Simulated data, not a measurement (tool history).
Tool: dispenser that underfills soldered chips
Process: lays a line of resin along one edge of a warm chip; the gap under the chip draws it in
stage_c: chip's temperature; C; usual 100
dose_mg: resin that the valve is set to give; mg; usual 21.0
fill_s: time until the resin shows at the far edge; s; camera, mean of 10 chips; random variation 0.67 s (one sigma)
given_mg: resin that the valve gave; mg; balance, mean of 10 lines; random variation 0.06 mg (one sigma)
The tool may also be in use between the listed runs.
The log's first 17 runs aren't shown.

run   hour  stage_c  dose_mg  hours of work since the syringe was changed  hours of work since the valve was cleaned  hours of work since the stage was calibrated  fill_s  given_mg
     219.9  -- new syringe of resin
 18  224.3       92     20.8                                            3                                         13                                           166    99.9     20.61
     232.1  -- new syringe of resin
 19  240.8       97     20.3                                            6                                         23                                           177   104.9     20.04
     244.7  -- new syringe of resin
 20  251.7       97     20.3                                            5                                         30                                           184    94.4     20.03
     256.8  -- new syringe of resin
 21  266.4       97     22.0                                            6                                         40                                           193   108.7     21.59
     269.6  -- new syringe of resin
 22  277.4       97     22.0                                            5                                         47                                           201    99.7     21.44
     281.6  -- new syringe of resin
 23  291.0       93     26.1                                            6                                         56                                           209   117.7     25.44
     293.5  -- new syringe of resin
     305.9  -- new syringe of resin
 24  306.3       95     23.1                                            0                                         66                                           219    73.8     22.28
 25  316.9      100     18.0                                            7                                         73                                           226   112.3     17.40
     317.9  -- new syringe of resin
 26  325.4      108     23.7                                            5                                         78                                           232    68.8     22.73
     330.8  -- new syringe of resin
 27  341.1      108     23.7                                            7                                         89                                           242    77.1     22.65
     343.4  -- new syringe of resin
     356.4  -- new syringe of resin
 28  356.5      104     25.5                                            0                                         99                                           252    54.0     24.24
     368.3  -- new syringe of resin
 29  370.6      104     25.5                                            2                                        108                                           261    59.1     24.12
 30  377.8      104     25.5                                            6                                        113                                           266    84.9     24.02
     380.9  -- new syringe of resin
     393.1  -- new syringe of resin
 31  393.1      104     25.5                                            0                                        122                                           276    53.7     23.89
     399.7  -- dispensing valve cleaned and set on the balance
 32  402.7      104     25.5                                            6                                          2                                           281    78.6     25.52
     407.2  -- new syringe of resin
 33  410.7      104     25.5                                            2                                          7                                           287    60.1     25.40
     419.2  -- new syringe of resin
 34  423.7       90     27.2                                            3                                         16                                           295   103.8     27.01

Forecast each of these 4 alternatives for the next run:
     431.4  -- new syringe of resin
  A  438.4      100     20.8                                            5                                         25                                           305       ?         ?
     431.4  -- new syringe of resin
  B  438.4       96     27.0                                            5                                         25                                           305       ?         ?
     431.4  -- new syringe of resin
  C  438.4       91     25.8                                            5                                         25                                           305       ?         ?
     431.4  -- new syringe of resin
  D  438.4       95     19.2                                            5                                         25                                           305       ?         ?

run  fill_s  given_mg
  A    85.4     20.59
  B    96.4     26.69
  C   115.3     25.47
  D   107.1     19.02
Without the tool's hidden state the same runs would have given:
run  fill_s  given_mg
  A    59.2     20.79
  B    66.8     26.95
  C    80.2     25.71
  D    74.0     19.20

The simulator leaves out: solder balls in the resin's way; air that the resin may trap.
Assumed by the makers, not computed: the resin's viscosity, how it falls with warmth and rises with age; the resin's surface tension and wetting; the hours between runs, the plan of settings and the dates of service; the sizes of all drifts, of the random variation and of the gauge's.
